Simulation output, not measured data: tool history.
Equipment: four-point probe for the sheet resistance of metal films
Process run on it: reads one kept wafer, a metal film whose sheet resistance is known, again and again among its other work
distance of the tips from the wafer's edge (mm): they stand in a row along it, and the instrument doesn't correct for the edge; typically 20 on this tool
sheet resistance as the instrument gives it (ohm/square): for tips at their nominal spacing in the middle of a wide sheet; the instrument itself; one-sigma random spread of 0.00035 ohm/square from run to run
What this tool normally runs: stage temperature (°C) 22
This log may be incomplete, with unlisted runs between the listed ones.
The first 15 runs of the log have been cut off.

run,day,stage temperature (°C),distance of the tips from the wafer's edge (mm),touches since the probe head was changed,hours of work since the stage's thermometer was calibrated,sheet resistance as the instrument gives it (ohm/square)
16,21.050,22,6,22068,838,1.789514
17,22.808,22,6,24978,870,1.790410
18,24.788,22,26,28247,907,1.767257
19,26.396,22,20,30908,936,1.769216
20,28.438,22,20,34285,974,1.770674
21,29.683,22,20,36341,997,1.771035
22,30.867,22,20,38296,1019,1.772145
23,32.262,22,20,40603,1045,1.773247

Run 24 comes next. What will it give?
24,34.212,33,6,43828,1081,?

{"run 24": {"sheet resistance as the instrument gives it (ohm/square)": 1.785861}}
With no hidden state in the tool, this same run would have given sheet resistance as the instrument gives it (ohm/square) 1.770665.

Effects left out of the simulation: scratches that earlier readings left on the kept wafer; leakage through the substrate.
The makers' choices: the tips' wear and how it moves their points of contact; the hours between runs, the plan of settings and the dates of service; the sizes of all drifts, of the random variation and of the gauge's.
